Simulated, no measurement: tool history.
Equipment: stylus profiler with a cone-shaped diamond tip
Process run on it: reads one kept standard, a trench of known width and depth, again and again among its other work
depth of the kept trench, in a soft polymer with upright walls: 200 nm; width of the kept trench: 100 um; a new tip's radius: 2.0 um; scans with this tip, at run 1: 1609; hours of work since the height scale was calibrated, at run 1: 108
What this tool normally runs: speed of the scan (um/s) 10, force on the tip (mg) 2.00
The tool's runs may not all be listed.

run,day,speed of the scan (um/s),force on the tip (mg),scans with this tip,hours of work since the height scale was calibrated,depth of the trench (nm),width of the trench's floor (µm)
1,0.000,10,2.00,1609,108,200.94,98.17
2,0.733,31,2.00,1740,117,200.89,98.08
3,1.550,14,2.00,1886,127,200.88,98.12
4,2.171,10,2.00,1997,134,200.81,98.12
5,2.642,10,2.00,2081,140,200.91,98.10
6,3.733,10,2.00,2276,153,200.85,98.13
7,4.708,10,2.00,2449,165,200.85,98.06
8,5.254,10,2.00,2547,171,200.88,98.05
9,6.000,10,1.79,2680,180,200.84,98.08
10,6.600,10,1.79,2787,187,200.78,98.08
11,7.458,7,2.00,2941,198,200.83,98.07
12,8.188,10,0.84,3071,207,200.40,98.12
13,8.721,21,3.61,3166,213,201.33,98.02
14,9.812,3,3.11,3361,226,201.17,98.14
15,10.821,3,2.00,3541,238,200.87,98.06
# day 10.900: height scale calibrated on a step standard
16,11.617,2,5.77,3680,9,201.81,98.08
17,12.333,2,5.77,3807,17,201.80,98.08
18,12.892,8,1.56,3907,24,200.62,98.04
19,13.400,4,1.48,3998,30,200.63,98.00
# day 14.058: height scale calibrated on a step standard, once more
20,14.092,17,0.70,4117,0,200.41,97.93
21,15.104,17,0.70,4299,13,200.46,97.95

4 options for the next run, each taken on its own from the tool as it stands now. Forecast them:
A,15.733,7,1.16,4411,20,?,?
B,15.733,14,0.82,4411,20,?,?
C,15.733,7,2.00,4411,20,?,?
D,15.733,11,0.70,4411,20,?,?

run,depth of the trench (nm),width of the trench's floor (µm)
A,200.57,97.97
B,200.51,97.91
C,200.89,97.99
D,200.49,97.94
With the hidden condition removed and each run's random variation left untouched, the same runs would have given:
run,depth of the trench (nm),width of the trench's floor (µm)
A,200.60,98.17
B,200.54,98.10
C,200.92,98.18
D,200.52,98.14
